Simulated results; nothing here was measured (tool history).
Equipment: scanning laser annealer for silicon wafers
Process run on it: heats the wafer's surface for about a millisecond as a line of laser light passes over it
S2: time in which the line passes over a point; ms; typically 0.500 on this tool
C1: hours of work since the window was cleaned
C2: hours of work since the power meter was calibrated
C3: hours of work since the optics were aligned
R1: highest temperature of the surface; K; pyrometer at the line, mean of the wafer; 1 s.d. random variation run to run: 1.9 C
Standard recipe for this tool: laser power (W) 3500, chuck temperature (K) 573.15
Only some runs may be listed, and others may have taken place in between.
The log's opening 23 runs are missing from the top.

Run 24, hour 456.4: usual settings but laser power (W) 3396, chuck temperature (K) 534.15; C1 226; C2 356; C3 40. Result: R1 1298.15 K.
Run 25, hour 471.1: usual settings but laser power (W) 3749, S2 0.601 ms, chuck temperature (K) 537.15; C1 234; C2 364; C3 48. Result: R1 1471.15 K.
Run 26, hour 490.3: usual settings but laser power (W) 3482, S2 0.372 ms; C1 244; C2 374; C3 58. Result: R1 1229.15 K.
Run 27, hour 517.1: usual settings but laser power (W) 3070, S2 0.503 ms; C1 259; C2 389; C3 73. Result: R1 1266.15 K.
Run 28, hour 536.9: usual settings but laser power (W) 3070, S2 0.503 ms, chuck temperature (K) 566.15; C1 270; C2 399; C3 83. Result: R1 1259.15 K.
Run 29, hour 550.5: usual settings but laser power (W) 3703, S2 0.462 ms, chuck temperature (K) 584.15; C1 277; C2 407; C3 91. Result: R1 1374.15 K.
Run 30, hour 576.7: usual settings but laser power (W) 3703, S2 0.462 ms, chuck temperature (K) 584.15; C1 291; C2 421; C3 105. Result: R1 1368.15 K.
Run 31, hour 592.4: usual settings but laser power (W) 3400, S2 0.519 ms; C1 300; C2 430; C3 113. Result: R1 1349.15 K.
Run 32, hour 604.0: usual settings but laser power (W) 3400, S2 0.519 ms; C1 306; C2 436; C3 120. Result: R1 1349.15 K.
Run 33, hour 622.4: usual settings but laser power (W) 3250, S2 0.361 ms, chuck temperature (K) 570.15; C1 316; C2 446; C3 130. Result: R1 1171.15 K.
Run 34, hour 650.1: usual settings but laser power (W) 3250, S2 0.361 ms, chuck temperature (K) 570.15; C1 331; C2 461; C3 145. Result: R1 1172.15 K.

Run 35 has not been measured yet. What should we expect?
Run 35, hour 661.9: usual settings but laser power (W) 3250, S2 0.361 ms, chuck temperature (K) 570.15; C1 338; C2 467; C3 151. Result: R1 ?.

{"run 35": {"R1": 1168.15}}
Were there no unlogged condition in the tool, this run, its random variation unchanged, would have produced R1 1179.15 K.
